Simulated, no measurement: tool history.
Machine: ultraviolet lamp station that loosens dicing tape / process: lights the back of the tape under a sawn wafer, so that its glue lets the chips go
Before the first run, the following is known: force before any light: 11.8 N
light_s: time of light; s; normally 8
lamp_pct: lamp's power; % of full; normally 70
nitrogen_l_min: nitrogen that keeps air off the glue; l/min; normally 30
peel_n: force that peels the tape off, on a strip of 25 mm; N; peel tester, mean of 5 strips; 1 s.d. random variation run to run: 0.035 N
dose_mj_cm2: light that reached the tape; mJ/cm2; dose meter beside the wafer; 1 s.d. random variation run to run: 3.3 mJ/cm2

run   hour  light_s  lamp_pct  nitrogen_l_min  peel_n  dose_mj_cm2
  1      0        8        70              30   1.732          515
  2   43.1        8        70              30   1.728          517
  3    107        8        70              30   1.784          516
  4  136.1       12        70              30   0.732          768
  5  205.5       12        70              30   0.714          774
  6  273.8       10        70              30   1.125          647
  7  324.6       10        70              30   1.081          651
  8  374.4       10        70              30   1.127          652
  9    410       10        70              30   1.109          648
 10  462.8       10        70              30   1.107          643
     498.9  -- window cleaned of glue's vapour
 11  514.9        8        93              14   1.727          690
 12    567        4        68              14   5.735          254
 13  597.3        5        76              12   4.664          359
 14    636        5        76              12   4.431          353
 15  674.7        6        99              41   1.283          550
 16  744.2        9        69              20    1.92          578
 17  786.3        8        81              30   1.273          598
 18  856.3        8        81              30   1.329          601
 19  896.7        8        70              11   3.126          523
 20    957        5        70              51   2.876          323

4 options for the next run, each taken on its own from the tool as it stands now. Forecast them:
  A  1009.4       11        89              51       ?            ?
  B  1009.4        9        67              13       ?            ?
  C  1009.4        6        70              24       ?            ?
  D  1009.4        5        70              51       ?            ?

run  peel_n  dose_mj_cm2
  A   0.309          909
  B   2.584          556
  C   3.169          388
  D   2.788          325
Had the tool no hidden state, the same runs would have come out as:
run  peel_n  dose_mj_cm2
  A   0.306          912
  B   2.572          558
  C   3.157          389
  D   2.776          326

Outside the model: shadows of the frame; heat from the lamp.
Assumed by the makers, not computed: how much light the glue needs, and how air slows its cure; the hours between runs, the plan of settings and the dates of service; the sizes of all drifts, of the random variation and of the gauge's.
